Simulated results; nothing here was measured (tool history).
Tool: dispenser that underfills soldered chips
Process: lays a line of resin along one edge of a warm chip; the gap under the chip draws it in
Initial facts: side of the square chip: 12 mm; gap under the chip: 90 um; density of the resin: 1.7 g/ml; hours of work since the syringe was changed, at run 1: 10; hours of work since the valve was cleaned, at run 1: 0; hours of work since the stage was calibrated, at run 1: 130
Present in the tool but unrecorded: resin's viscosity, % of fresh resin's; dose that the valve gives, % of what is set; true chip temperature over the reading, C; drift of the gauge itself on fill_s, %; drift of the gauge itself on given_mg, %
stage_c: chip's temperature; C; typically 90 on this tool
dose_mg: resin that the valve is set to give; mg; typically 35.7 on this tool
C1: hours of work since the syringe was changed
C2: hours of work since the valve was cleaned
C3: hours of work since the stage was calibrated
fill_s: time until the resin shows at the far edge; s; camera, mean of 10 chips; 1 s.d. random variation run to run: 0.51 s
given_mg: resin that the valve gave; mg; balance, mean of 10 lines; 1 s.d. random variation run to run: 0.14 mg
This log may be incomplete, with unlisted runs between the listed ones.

{"run": 1, "hour": 0.0, "stage_c": 90, "dose_mg": 35.7, "C1": 10, "C2": 0, "C3": 130, "fill_s": 94.7, "given_mg": 35.8}
{"hour": 2.1, "done": "new syringe of resin"}
{"run": 2, "hour": 8.4, "stage_c": 90, "dose_mg": 35.7, "C1": 5, "C2": 6, "C3": 135, "fill_s": 57.3, "given_mg": 35.76}
{"run": 3, "hour": 12.0, "stage_c": 90, "dose_mg": 35.7, "C1": 7, "C2": 9, "C3": 138, "fill_s": 71.6, "given_mg": 35.74}
{"run": 4, "hour": 16.3, "stage_c": 90, "dose_mg": 35.7, "C1": 10, "C2": 12, "C3": 141, "fill_s": 95, "given_mg": 35.28}
{"hour": 18.6, "done": "new syringe of resin"}
{"run": 5, "hour": 22.5, "stage_c": 90, "dose_mg": 35.7, "C1": 3, "C2": 16, "C3": 146, "fill_s": 48.4, "given_mg": 35.52}
{"run": 6, "hour": 26.4, "stage_c": 90, "dose_mg": 35.7, "C1": 6, "C2": 19, "C3": 148, "fill_s": 63.3, "given_mg": 35.31}
{"run": 7, "hour": 30.3, "stage_c": 90, "dose_mg": 35.7, "C1": 9, "C2": 22, "C3": 151, "fill_s": 78.5, "given_mg": 35.39}
{"run": 8, "hour": 34.2, "stage_c": 90, "dose_mg": 35.7, "C1": 11, "C2": 25, "C3": 154, "fill_s": 99.4, "given_mg": 35.27}
{"hour": 35.0, "done": "new syringe of resin"}
{"run": 9, "hour": 43.2, "stage_c": 90, "dose_mg": 35.7, "C1": 6, "C2": 31, "C3": 161, "fill_s": 63.9, "given_mg": 34.97}
{"run": 10, "hour": 49.7, "stage_c": 90, "dose_mg": 35.7, "C1": 11, "C2": 36, "C3": 165, "fill_s": 94.1, "given_mg": 34.98}
{"hour": 51.3, "done": "new syringe of resin"}
{"run": 11, "hour": 56.4, "stage_c": 92, "dose_mg": 35.7, "C1": 4, "C2": 40, "C3": 170, "fill_s": 46.4, "given_mg": 34.99}
{"run": 12, "hour": 63.6, "stage_c": 92, "dose_mg": 35.7, "C1": 9, "C2": 46, "C3": 175, "fill_s": 74.8, "given_mg": 34.58}
{"hour": 67.6, "done": "new syringe of resin"}
{"run": 13, "hour": 69.8, "stage_c": 92, "dose_mg": 35.7, "C1": 2, "C2": 50, "C3": 180, "fill_s": 40.4, "given_mg": 34.6}
{"hour": 75.4, "done": "dispensing valve cleaned and set on the balance"}
{"run": 14, "hour": 78.5, "stage_c": 92, "dose_mg": 35.7, "C1": 7, "C2": 2, "C3": 185, "fill_s": 65.3, "given_mg": 35.75}
{"hour": 85.2, "done": "new syringe of resin"}
{"run": 15, "hour": 85.9, "stage_c": 80, "dose_mg": 41, "C1": 0, "C2": 7, "C3": 190, "fill_s": 64.6, "given_mg": 40.88}
{"run": 16, "hour": 94.5, "stage_c": 80, "dose_mg": 41, "C1": 7, "C2": 14, "C3": 197, "fill_s": 109.8, "given_mg": 40.75}
{"hour": 101.5, "done": "new syringe of resin"}
{"run": 17, "hour": 103.2, "stage_c": 93, "dose_mg": 35.7, "C1": 1, "C2": 20, "C3": 203, "fill_s": 36.7, "given_mg": 35.47}
{"run": 18, "hour": 108.9, "stage_c": 93, "dose_mg": 37.1, "C1": 5, "C2": 24, "C3": 207, "fill_s": 50.6, "given_mg": 36.58}
{"run": 19, "hour": 114.8, "stage_c": 104, "dose_mg": 42.8, "C1": 10, "C2": 28, "C3": 211, "fill_s": 44.4, "given_mg": 42.26}
{"hour": 118.0, "done": "new syringe of resin"}
{"run": 20, "hour": 119.8, "stage_c": 88, "dose_mg": 39.8, "C1": 1, "C2": 32, "C3": 215, "fill_s": 45.7, "given_mg": 39.09}
{"run": 21, "hour": 128.3, "stage_c": 81, "dose_mg": 30.4, "C1": 8, "C2": 38, "C3": 221, "fill_s": 115.4, "given_mg": 29.97}
{"hour": 134.8, "done": "new syringe of resin"}
{"run": 22, "hour": 136.6, "stage_c": 103, "dose_mg": 39.5, "C1": 1, "C2": 44, "C3": 227, "fill_s": 23.1, "given_mg": 38.49}
{"run": 23, "hour": 144.5, "stage_c": 103, "dose_mg": 39.5, "C1": 7, "C2": 50, "C3": 233, "fill_s": 38.7, "given_mg": 38.57}
{"hour": 150.6, "done": "dispensing valve cleaned and set on the balance"}
{"hour": 152.0, "done": "new syringe of resin"}
{"run": 24, "hour": 153.9, "stage_c": 103, "dose_mg": 39.5, "C1": 1, "C2": 2, "C3": 239, "fill_s": 23.4, "given_mg": 39.52}
{"run": 25, "hour": 160.1, "stage_c": 90, "dose_mg": 36, "C1": 6, "C2": 7, "C3": 243, "fill_s": 61, "given_mg": 35.95}
{"run": 26, "hour": 166.0, "stage_c": 93, "dose_mg": 36.4, "C1": 10, "C2": 11, "C3": 248, "fill_s": 76.4, "given_mg": 36.02}
{"hour": 168.3, "done": "new syringe of resin"}
{"run": 27, "hour": 170.8, "stage_c": 100, "dose_mg": 34.2, "C1": 2, "C2": 14, "C3": 251, "fill_s": 28, "given_mg": 34.24}

Below are 5 alternative next runs, each starting from the tool's condition after run 27. Predict each:
{"run": "A", "hour": 175.3, "stage_c": 100, "dose_mg": 33.9, "C1": 5, "C2": 18, "C3": 254, "fill_s": "?", "given_mg": "?"}
{"run": "B", "hour": 175.3, "stage_c": 94, "dose_mg": 45.7, "C1": 5, "C2": 18, "C3": 254, "fill_s": "?", "given_mg": "?"}
{"run": "C", "hour": 175.3, "stage_c": 90, "dose_mg": 31.5, "C1": 5, "C2": 18, "C3": 254, "fill_s": "?", "given_mg": "?"}
{"run": "D", "hour": 175.3, "stage_c": 96, "dose_mg": 35.7, "C1": 5, "C2": 18, "C3": 254, "fill_s": "?", "given_mg": "?"}
{"run": "E", "hour": 175.3, "stage_c": 100, "dose_mg": 42, "C1": 5, "C2": 18, "C3": 254, "fill_s": "?", "given_mg": "?"}

run=A fill_s=36.6 given_mg=33.55
run=B fill_s=46.9 given_mg=45.07
run=C fill_s=58.6 given_mg=31.33
run=D fill_s=44.6 given_mg=35.45
run=E fill_s=35.9 given_mg=41.75
The same runs, with their run-to-run variation unchanged, on a tool lacking any hidden condition would have given:
run=A fill_s=25.5 given_mg=33.84
run=B fill_s=32.8 given_mg=45.46
run=C fill_s=41 given_mg=31.6
run=D fill_s=31.3 given_mg=35.76
run=E fill_s=25 given_mg=42.12

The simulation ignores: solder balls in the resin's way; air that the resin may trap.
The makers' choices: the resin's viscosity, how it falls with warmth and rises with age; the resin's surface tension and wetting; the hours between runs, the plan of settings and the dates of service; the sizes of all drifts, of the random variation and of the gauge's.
